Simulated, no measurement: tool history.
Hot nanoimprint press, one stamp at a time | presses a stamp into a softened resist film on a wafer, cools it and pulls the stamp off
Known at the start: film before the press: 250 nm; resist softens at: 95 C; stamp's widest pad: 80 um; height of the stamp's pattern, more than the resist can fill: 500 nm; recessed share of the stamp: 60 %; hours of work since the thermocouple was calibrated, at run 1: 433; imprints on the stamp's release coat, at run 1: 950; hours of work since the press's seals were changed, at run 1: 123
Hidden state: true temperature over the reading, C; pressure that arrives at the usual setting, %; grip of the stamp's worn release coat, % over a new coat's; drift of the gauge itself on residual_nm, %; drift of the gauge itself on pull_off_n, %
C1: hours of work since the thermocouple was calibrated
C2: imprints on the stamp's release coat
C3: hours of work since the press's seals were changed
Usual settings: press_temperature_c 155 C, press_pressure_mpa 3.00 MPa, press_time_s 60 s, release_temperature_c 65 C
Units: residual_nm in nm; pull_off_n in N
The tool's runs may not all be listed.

{"run": 1, "day": 0.0, "press_temperature_c": 155, "press_pressure_mpa": 3.0, "press_time_s": 60, "release_temperature_c": 65, "C1": 433, "C2": 950, "C3": 123, "residual_nm": 135.4, "pull_off_n": 208}
{"run": 2, "day": 0.392, "press_temperature_c": 155, "press_pressure_mpa": 3.0, "press_time_s": 60, "release_temperature_c": 65, "C1": 437, "C2": 982, "C3": 127, "residual_nm": 135.7, "pull_off_n": 203}
{"run": 3, "day": 0.733, "press_temperature_c": 155, "press_pressure_mpa": 3.0, "press_time_s": 60, "release_temperature_c": 55, "C1": 441, "C2": 1010, "C3": 131, "residual_nm": 136.3, "pull_off_n": 253}
{"run": 4, "day": 1.292, "press_temperature_c": 155, "press_pressure_mpa": 3.0, "press_time_s": 60, "release_temperature_c": 55, "C1": 447, "C2": 1055, "C3": 137, "residual_nm": 135.2, "pull_off_n": 263}
{"run": 5, "day": 1.846, "press_temperature_c": 155, "press_pressure_mpa": 3.0, "press_time_s": 60, "release_temperature_c": 55, "C1": 453, "C2": 1100, "C3": 143, "residual_nm": 134.2, "pull_off_n": 266}
{"run": 6, "day": 2.075, "press_temperature_c": 155, "press_pressure_mpa": 3.0, "press_time_s": 60, "release_temperature_c": 55, "C1": 456, "C2": 1118, "C3": 145, "residual_nm": 136.3, "pull_off_n": 262}
{"run": 7, "day": 2.375, "press_temperature_c": 155, "press_pressure_mpa": 3.0, "press_time_s": 60, "release_temperature_c": 55, "C1": 459, "C2": 1143, "C3": 149, "residual_nm": 136.2, "pull_off_n": 269}
{"run": 8, "day": 2.796, "press_temperature_c": 146, "press_pressure_mpa": 3.0, "press_time_s": 60, "release_temperature_c": 69, "C1": 464, "C2": 1177, "C3": 153, "residual_nm": 195.7, "pull_off_n": 201}
{"run": 9, "day": 3.112, "press_temperature_c": 167, "press_pressure_mpa": 3.0, "press_time_s": 60, "release_temperature_c": 65, "C1": 467, "C2": 1203, "C3": 157, "residual_nm": 75.7, "pull_off_n": 210}
{"run": 10, "day": 3.429, "press_temperature_c": 155, "press_pressure_mpa": 2.57, "press_time_s": 60, "release_temperature_c": 59, "C1": 471, "C2": 1229, "C3": 160, "residual_nm": 145.2, "pull_off_n": 248}
{"run": 11, "day": 3.842, "press_temperature_c": 155, "press_pressure_mpa": 2.87, "press_time_s": 60, "release_temperature_c": 65, "C1": 475, "C2": 1262, "C3": 165, "residual_nm": 138.0, "pull_off_n": 228}

Forecast each of these 5 alternatives for the next run:
{"run": "A", "day": 4.296, "press_temperature_c": 155, "press_pressure_mpa": 3.51, "press_time_s": 60, "release_temperature_c": 54, "C1": 480, "C2": 1299, "C3": 170, "residual_nm": "?", "pull_off_n": "?"}
{"run": "B", "day": 4.296, "press_temperature_c": 144, "press_pressure_mpa": 2.11, "press_time_s": 81, "release_temperature_c": 65, "C1": 480, "C2": 1299, "C3": 170, "residual_nm": "?", "pull_off_n": "?"}
{"run": "C", "day": 4.296, "press_temperature_c": 164, "press_pressure_mpa": 2.87, "press_time_s": 104, "release_temperature_c": 73, "C1": 480, "C2": 1299, "C3": 170, "residual_nm": "?", "pull_off_n": "?"}
{"run": "D", "day": 4.296, "press_temperature_c": 155, "press_pressure_mpa": 2.87, "press_time_s": 60, "release_temperature_c": 67, "C1": 480, "C2": 1299, "C3": 170, "residual_nm": "?", "pull_off_n": "?"}
{"run": "E", "day": 4.296, "press_temperature_c": 155, "press_pressure_mpa": 3.83, "press_time_s": 99, "release_temperature_c": 55, "C1": 480, "C2": 1299, "C3": 170, "residual_nm": "?", "pull_off_n": "?"}

run=A residual_nm=123.8 pull_off_n=273
run=B residual_nm=216.4 pull_off_n=226
run=C residual_nm=73.6 pull_off_n=182
run=D residual_nm=139.1 pull_off_n=209
run=E residual_nm=100.8 pull_off_n=266
Without the tool's hidden state the same runs would have given:
run=A residual_nm=133.2 pull_off_n=200
run=B residual_nm=223.5 pull_off_n=167
run=C residual_nm=79.3 pull_off_n=135
run=D residual_nm=149.1 pull_off_n=155
run=E residual_nm=109.1 pull_off_n=195
